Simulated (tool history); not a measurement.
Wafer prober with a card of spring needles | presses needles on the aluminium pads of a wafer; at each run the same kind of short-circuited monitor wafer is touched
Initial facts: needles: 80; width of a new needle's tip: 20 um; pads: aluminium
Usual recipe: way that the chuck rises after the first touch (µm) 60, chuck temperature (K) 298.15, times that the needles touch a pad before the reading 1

run,hour,way that the chuck rises after the first touch (µm),chuck temperature (K),times that the needles touch a pad before the reading,resistance of one needle with its contact and lead (mohm),way that a needle slides on the pad (µm)
1,0,60,298.15,1,181,9.77
# hour 1.7: tips cleaned on abrasive film
# hour 11.3: tips cleaned on abrasive film
2,20.1,60,298.15,1,200,9.72
# hour 22.2: tips cleaned on abrasive film
# hour 32.1: tips cleaned on abrasive film
3,38.4,60,298.15,1,173,9.69
# hour 42.1: tips cleaned on abrasive film
4,50.3,60,298.15,1,188,9.68
# hour 52.2: tips cleaned on abrasive film
# hour 58.1: tips cleaned on abrasive film, once more
# hour 68: tips cleaned on abrasive film
5,72.5,60,298.15,1,167,9.69
# hour 78.3: tips cleaned on abrasive film
6,86.9,60,298.15,1,193,9.66
# hour 88.6: tips cleaned on abrasive film
# hour 98.1: tips cleaned on abrasive film
7,99,60,302.15,1,132,9.65
# hour 108.1: tips cleaned on abrasive film
# hour 117.9: tips cleaned on abrasive film
8,117.9,60,302.15,1,128,9.61
# hour 128.5: tips cleaned on abrasive film
9,130.8,59,298.15,1,149,9.48
# hour 138.7: tips cleaned on abrasive film
10,144,45,298.15,1,215,7.14
# hour 148.3: tips cleaned on abrasive film
11,156.1,60,298.15,1,194,9.59
# hour 157.6: tips cleaned on abrasive film
# hour 163.5: height of the first contact set anew
# hour 168.4: tips cleaned on abrasive film
12,169.4,77,298.15,1,125,12.63
# hour 178.6: tips cleaned on abrasive film
13,181.2,77,298.15,1,132,12.61

What does the tool deliver on the next run?
# hour 188.2: tips cleaned on abrasive film
14,196.5,77,321.15,1,?,?

resistance of one needle with its contact and lead (mohm): 166
way that a needle slides on the pad (µm): 12.6
If the tool had no hidden condition, the same run with the same run-to-run variation would have returned resistance of one needle with its contact and lead (mohm) 120, way that a needle slides on the pad (µm) 12.63.

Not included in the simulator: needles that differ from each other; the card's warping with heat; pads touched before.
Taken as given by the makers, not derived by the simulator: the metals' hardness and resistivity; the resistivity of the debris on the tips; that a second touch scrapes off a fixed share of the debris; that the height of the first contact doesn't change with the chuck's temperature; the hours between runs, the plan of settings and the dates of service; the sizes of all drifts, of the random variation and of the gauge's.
